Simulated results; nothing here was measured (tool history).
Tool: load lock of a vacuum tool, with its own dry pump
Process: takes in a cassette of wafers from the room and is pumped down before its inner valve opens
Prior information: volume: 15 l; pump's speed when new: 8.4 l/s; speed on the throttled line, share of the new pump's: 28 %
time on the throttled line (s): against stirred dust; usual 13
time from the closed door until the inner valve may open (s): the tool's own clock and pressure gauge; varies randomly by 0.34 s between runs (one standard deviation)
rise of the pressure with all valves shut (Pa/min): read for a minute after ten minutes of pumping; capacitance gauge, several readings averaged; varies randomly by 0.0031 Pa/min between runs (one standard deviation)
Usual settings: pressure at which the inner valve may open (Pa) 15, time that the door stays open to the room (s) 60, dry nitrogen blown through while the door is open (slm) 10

| run | hour | time on the throttled line (s) | pressure at which the inner valve may open (Pa) | time that the door stays open to the room (s) | dry nitrogen blown through while the door is open (slm) | incoming humidity of the room's air, % | time from the closed door until the inner valve may open (s) | rise of the pressure with all valves shut (Pa/min) |
|---|---|---|---|---|---|---|---|---|
| 1 | 0.0 | 13 | 15 | 60 | 10 | 46.2 | 25.0 | 0.077 |
| 2 | 121.0 | 13 | 15 | 60 | 6 | 45.8 | 25.5 | 0.084 |
| 3 | 200.7 | 13 | 15 | 60 | 6 | 41.7 | 25.0 | 0.072 |
| 4 | 307.0 | 13 | 15 | 60 | 6 | 45.7 | 24.9 | 0.082 |
| 5 | 413.1 | 13 | 15 | 60 | 10 | 45.9 | 25.1 | 0.074 |
| 6 | 557.6 | 13 | 15 | 60 | 10 | 46.2 | 25.4 | 0.078 |
| 7 | 654.9 | 13 | 15 | 60 | 10 | 45.1 | 25.3 | 0.079 |
| 8 | 724.7 | 11 | 15 | 60 | 10 | 42.2 | 23.3 | 0.067 |
| 9 | 829.3 | 11 | 15 | 60 | 10 | 47.1 | 24.1 | 0.070 |
| 10 | 924.0 | 11 | 15 | 60 | 10 | 44.9 | 23.6 | 0.072 |
| 11 | 1015.2 | 11 | 15 | 60 | 10 | 44.9 | 24.0 | 0.071 |
| 12 | 1126.4 | 13 | 15 | 60 | 10 | 44.0 | 24.7 | 0.077 |
| 13 | 1238.7 | 13 | 11 | 60 | 10 | 45.2 | 25.8 | 0.078 |
| 14 | 1342.3 | 13 | 10 | 60 | 10 | 47.3 | 25.7 | 0.078 |
| 15 | 1453.1 | 13 | 10 | 60 | 10 | 46.1 | 26.4 | 0.080 |
| 16 | 1574.2 | 13 | 10 | 60 | 10 | 46.9 | 25.9 | 0.078 |

For run 17, what comes out?
| 17 | 1663.7 | 13 | 10 | 60 | 10 | 45.2 | ? | ? |

Run 17 measured time from the closed door until the inner valve may open (s) 26.2, rise of the pressure with all valves shut (Pa/min) 0.073.
With no hidden state in the tool, this same run would have given time from the closed door until the inner valve may open (s) 26.2, rise of the pressure with all valves shut (Pa/min) 0.072.
